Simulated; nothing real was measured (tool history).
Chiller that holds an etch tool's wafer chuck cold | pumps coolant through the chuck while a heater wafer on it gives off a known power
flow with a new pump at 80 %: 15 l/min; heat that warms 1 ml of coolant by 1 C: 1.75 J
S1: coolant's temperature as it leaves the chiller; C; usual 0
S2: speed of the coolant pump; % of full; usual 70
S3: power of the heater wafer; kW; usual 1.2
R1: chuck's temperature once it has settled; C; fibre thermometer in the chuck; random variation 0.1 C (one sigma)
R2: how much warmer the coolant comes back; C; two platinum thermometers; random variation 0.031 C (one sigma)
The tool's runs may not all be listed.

run 1 hour=0 | S1=0 S2=70 S3=1.2 | R1=8.9 R2=3.63
run 2 hour=152.6 | S1=0 S2=95 S3=1.2 | R1=7 R2=2.72
run 3 hour=260.5 | S1=0 S2=70 S3=1.2 | R1=9 R2=3.67
run 4 hour=436.8 | S1=0 S2=94 S3=1.2 | R1=6.8 R2=2.72
-- hour=590.6 coolant pump overhauled
run 5 hour=609.4 | S1=0 S2=94 S3=1.2 | R1=7.9 R2=3.13
run 6 hour=730.9 | S1=-7 S2=70 S3=1.2 | R1=3 R2=4.12
run 7 hour=908.4 | S1=-7 S2=70 S3=1.2 | R1=3.1 R2=4.16
-- hour=1004.6 coolant pump overhauled, once more
run 8 hour=1006.9 | S1=-7 S2=70 S3=1.2 | R1=0.6 R2=3.11
run 9 hour=1140.6 | S1=-7 S2=70 S3=0.859 | R1=-1.5 R2=2.26
run 10 hour=1251.8 | S1=0 S2=73 S3=1.2 | R1=7.5 R2=3.06
run 11 hour=1415.7 | S1=0 S2=71 S3=1.2 | R1=7.8 R2=3.08
run 12 hour=1581.6 | S1=0 S2=92 S3=1.2 | R1=6 R2=2.42
run 13 hour=1740.9 | S1=0 S2=92 S3=1.2 | R1=6.1 R2=2.42
run 14 hour=1891.4 | S1=0 S2=92 S3=1.2 | R1=6.2 R2=2.42
run 15 hour=2068.8 | S1=0 S2=92 S3=1.2 | R1=6.2 R2=2.44
run 16 hour=2149.4 | S1=0 S2=92 S3=1.2 | R1=6.4 R2=2.44
run 17 hour=2246.3 | S1=0 S2=77 S3=1.2 | R1=7.3 R2=2.94
run 18 hour=2406.4 | S1=0 S2=65 S3=0.935 | R1=6.5 R2=2.73
run 19 hour=2584.9 | S1=-4 S2=70 S3=1.115 | R1=3.3 R2=2.97
-- hour=2705.7 chiller's thermometer calibrated
run 20 hour=2753.9 | S1=-4 S2=70 S3=1.115 | R1=4.4 R2=3.01
run 21 hour=2919.3 | S1=-2 S2=70 S3=1.115 | R1=6.5 R2=3.06
run 22 hour=3024.3 | S1=-2 S2=93 S3=1.115 | R1=4.6 R2=2.31
run 23 hour=3209.4 | S1=3 S2=74 S3=0.659 | R1=7.9 R2=1.76
run 24 hour=3384.8 | S1=3 S2=74 S3=0.659 | R1=7.6 R2=1.73
run 25 hour=3492.3 | S1=3 S2=78 S3=1.62 | R1=14.3 R2=4.07
run 26 hour=3671.6 | S1=6 S2=68 S3=0.628 | R1=10.8 R2=1.82
run 27 hour=3853.4 | S1=6 S2=68 S3=0.628 | R1=10.7 R2=1.85
run 28 hour=3965.7 | S1=2 S2=68 S3=0.628 | R1=6.9 R2=1.86
run 29 hour=4150.9 | S1=2 S2=68 S3=0.628 | R1=6.9 R2=1.85
run 30 hour=4314.7 | S1=0 S2=86 S3=0.736 | R1=4.7 R2=1.68
run 31 hour=4497.7 | S1=0 S2=65 S3=1.2 | R1=10.1 R2=3.7
run 32 hour=4616.8 | S1=6 S2=61 S3=1.2 | R1=16.6 R2=3.94

4 ways to go on from here, each from the tool as it stands after run 32. What would each give?
run A hour=4754 | S1=6 S2=61 S3=0.961 | R1=? R2=?
run B hour=4754 | S1=-9 S2=93 S3=1.386 | R1=? R2=?
run C hour=4754 | S1=0 S2=65 S3=1.2 | R1=? R2=?
run D hour=4754 | S1=6 S2=83 S3=1.2 | R1=? R2=?

run=A R1=14.4 R2=3.18
run=B R1=-0.5 R2=3.09
run=C R1=10.2 R2=3.75
run=D R1=14.2 R2=2.89
Without the tool's hidden state the same runs would have given:
run=A R1=13.3 R2=2.89
run=B R1=-1.7 R2=2.81
run=C R1=8.8 R2=3.41
run=D R1=13.2 R2=2.62
